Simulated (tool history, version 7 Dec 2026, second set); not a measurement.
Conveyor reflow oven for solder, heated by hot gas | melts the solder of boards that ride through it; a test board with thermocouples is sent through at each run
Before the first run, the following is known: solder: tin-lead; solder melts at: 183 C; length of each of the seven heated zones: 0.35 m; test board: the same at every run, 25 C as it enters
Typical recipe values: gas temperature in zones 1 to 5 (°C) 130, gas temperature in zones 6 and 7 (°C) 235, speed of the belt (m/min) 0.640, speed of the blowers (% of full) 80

run,day,gas temperature in zones 1 to 5 (°C),gas temperature in zones 6 and 7 (°C),speed of the belt (m/min),speed of the blowers (% of full),highest temperature of the board (°C),time above the solder's melting point (s)
1,0.000,130,235,0.640,80,216.2,46.6
2,1.929,130,235,0.640,80,216.2,45.9
3,3.350,130,235,0.640,80,216.3,46.1
4,4.217,130,235,0.640,80,215.7,46.0
5,6.062,130,235,0.640,80,215.6,46.3
6,7.317,130,235,0.640,80,215.6,46.3
7,9.062,144,225,0.640,51,205.0,40.6
# day 10.104: flux residue cleaned out of gas plates and filters
8,10.192,119,235,0.640,54,209.5,38.0
9,11.767,119,235,0.640,54,208.9,37.6
10,12.908,119,235,0.521,54,217.4,55.8
11,14.421,119,235,0.521,54,217.1,55.5
12,16.292,119,235,0.521,54,217.1,55.3

Alternative continuations, all from the tool just after run 12; predict every row:
A,17.796,119,235,0.534,54,?,?
B,17.796,134,247,0.640,78,?,?
C,17.796,143,242,0.640,82,?,?

run,highest temperature of the board (°C),time above the solder's melting point (s)
A,216.2,53.3
B,227.3,54.5
C,225.1,56.0
Without the tool's hidden state the same runs would have given:
run,highest temperature of the board (°C),time above the solder's melting point (s)
A,216.9,53.0
B,228.1,54.1
C,225.9,55.6

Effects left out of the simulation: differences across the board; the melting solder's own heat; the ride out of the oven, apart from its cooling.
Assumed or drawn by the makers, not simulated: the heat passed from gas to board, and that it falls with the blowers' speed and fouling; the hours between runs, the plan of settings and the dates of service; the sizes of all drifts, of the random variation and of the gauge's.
